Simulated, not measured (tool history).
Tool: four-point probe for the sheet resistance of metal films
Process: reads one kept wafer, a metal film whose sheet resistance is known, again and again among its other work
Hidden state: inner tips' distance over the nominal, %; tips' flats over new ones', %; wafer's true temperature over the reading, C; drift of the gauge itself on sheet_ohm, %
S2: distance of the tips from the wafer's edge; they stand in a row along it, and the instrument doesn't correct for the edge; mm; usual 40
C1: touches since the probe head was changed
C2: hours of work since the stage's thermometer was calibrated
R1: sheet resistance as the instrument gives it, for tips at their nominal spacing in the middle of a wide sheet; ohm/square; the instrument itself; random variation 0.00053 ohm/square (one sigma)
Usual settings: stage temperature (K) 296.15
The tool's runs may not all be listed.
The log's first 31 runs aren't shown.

Run 32, hour 931.1: usual settings but stage temperature (K) 294.15, S2 55 mm; C1 91596; C2 277. Result: R1 2.627509 ohm/square.
Run 33, hour 949.6: usual settings but stage temperature (K) 295.15, S2 35 mm; C1 92485; C2 289. Result: R1 2.626216 ohm/square.
Run 34, hour 980.1: usual settings but stage temperature (K) 295.15, S2 35 mm; C1 93954; C2 310. Result: R1 2.624990 ohm/square.
Run 35, hour 1022.4: usual settings but stage temperature (K) 303.15; C1 95991; C2 339. Result: R1 2.609911 ohm/square.
Run 36, hour 1063.0: usual settings but stage temperature (K) 295.15, S2 15 mm; C1 97944; C2 367. Result: R1 2.626072 ohm/square.
Run 37, hour 1100.9: usual settings but stage temperature (K) 302.15, S2 3 mm; C1 99772; C2 393. Result: R1 2.650743 ohm/square.
Run 38, hour 1126.4: usual settings but S2 19 mm; C1 101000; C2 410. Result: R1 2.622919 ohm/square.
Run 39, hour 1147.6: usual settings but stage temperature (K) 293.15, S2 19 mm; C1 102023; C2 424. Result: R1 2.629292 ohm/square.
Run 40, hour 1170.9: usual settings but stage temperature (K) 293.15, S2 19 mm; C1 103146; C2 440. Result: R1 2.628720 ohm/square.
Run 41, hour 1209.0: usual settings but stage temperature (K) 293.15, S2 19 mm; C1 104980; C2 466. Result: R1 2.629443 ohm/square.
Run 42, hour 1243.9: usual settings but stage temperature (K) 300.15, S2 10 mm; C1 106659; C2 490. Result: R1 2.618580 ohm/square.
Run 43, hour 1264.2: usual settings but stage temperature (K) 301.15, S2 6 mm; C1 107639; C2 504. Result: R1 2.622191 ohm/square.
Run 44, hour 1298.2: usual settings but stage temperature (K) 301.15, S2 21 mm; C1 109276; C2 527. Result: R1 2.612888 ohm/square.

Forecast each of these 3 alternatives for the next run:
Run A, hour 1337.7: usual settings but stage temperature (K) 307.15, S2 21 mm; C1 111176; C2 554. Result: R1 ?.
Run B, hour 1337.7: usual settings but stage temperature (K) 300.15, S2 24 mm; C1 111176; C2 554. Result: R1 ?.
Run C, hour 1337.7: usual settings but stage temperature (K) 298.15, S2 23 mm; C1 111176; C2 554. Result: R1 ?.

run        R1
  A  2.603091
  B  2.614446
  C  2.617584
Without the tool's hidden state the same runs would have given:
run        R1
  A  2.613834
  B  2.625274
  C  2.628436

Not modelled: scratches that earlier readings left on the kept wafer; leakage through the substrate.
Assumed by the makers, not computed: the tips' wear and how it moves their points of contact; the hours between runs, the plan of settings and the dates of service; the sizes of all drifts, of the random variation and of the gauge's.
